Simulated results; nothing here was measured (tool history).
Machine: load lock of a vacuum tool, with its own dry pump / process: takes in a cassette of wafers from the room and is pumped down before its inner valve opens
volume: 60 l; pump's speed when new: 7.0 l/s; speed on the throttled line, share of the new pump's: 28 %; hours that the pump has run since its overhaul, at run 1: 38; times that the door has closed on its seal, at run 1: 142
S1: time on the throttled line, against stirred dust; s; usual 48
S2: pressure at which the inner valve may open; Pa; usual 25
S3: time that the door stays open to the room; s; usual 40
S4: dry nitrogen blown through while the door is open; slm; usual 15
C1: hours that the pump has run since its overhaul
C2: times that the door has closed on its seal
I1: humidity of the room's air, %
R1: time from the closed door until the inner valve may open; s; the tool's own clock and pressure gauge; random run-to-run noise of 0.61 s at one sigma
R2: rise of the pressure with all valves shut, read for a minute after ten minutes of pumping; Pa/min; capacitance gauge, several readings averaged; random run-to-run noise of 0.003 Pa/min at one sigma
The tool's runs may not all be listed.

run	hour	S1	S2	S3	S4	C1	C2	I1	R1	R2
1	0	48	25	40	15	38	142	46.7	104.3	0.032
2	134.9	48	25	40	15	173	648	46.6	104.8	0.032
3	347.9	48	25	40	15	386	1447	45.9	104.6	0.035
4	606.9	48	25	40	15	645	2420	48.5	104.9	0.047
5	861.6	48	25	40	15	900	3375	45.7	106.1	0.067
6	1123.9	48	25	40	15	1162	4359	47.1	106	0.069
7	1262.3	48	25	66	15	1300	4879	45.1	104.6	0.089
8	1379.3	65	25	40	15	1417	5318	47.2	118	0.095
9	1628	48	50	40	9	1666	6250	42.2	100.4	0.115
10	1844.3	48	25	52	5	1882	7062	44.5	105.9	0.138
11	2033.8	48	25	52	5	2072	7773	43.5	106.7	0.154
12	2239.9	48	25	52	5	2278	8546	44.9	105	0.17
13	2507.7	48	25	52	5	2546	9551	42.4	104.9	0.196
14	2729.6	48	25	52	5	2768	10384	46.6	106.7	0.224

Difference, measured minus no-hidden-state, one row per run. Run-to-run variation is common to both terms; the gauge's own scatter need not be:
The tool's hidden condition here consists of: pump's speed, % of a new pump's; leak at the door's seal, Pa l/s; drift of the gauge itself on ready_s, %; drift of the gauge itself on rise_pa_min, %.
run	R1	R2
1	-0.7	+0.002
2	-0.6	+0.005
3	-0.6	+0.013
4	-0.4	+0.024
5	-0.4	+0.038
6	-0.3	+0.051
7	-0.2	+0.058
8	-0.2	+0.067
9	+0	+0.085
10	+0	+0.1
11	+0.1	+0.115
12	+0.1	+0.135
13	+0.2	+0.159
14	+0.3	+0.184

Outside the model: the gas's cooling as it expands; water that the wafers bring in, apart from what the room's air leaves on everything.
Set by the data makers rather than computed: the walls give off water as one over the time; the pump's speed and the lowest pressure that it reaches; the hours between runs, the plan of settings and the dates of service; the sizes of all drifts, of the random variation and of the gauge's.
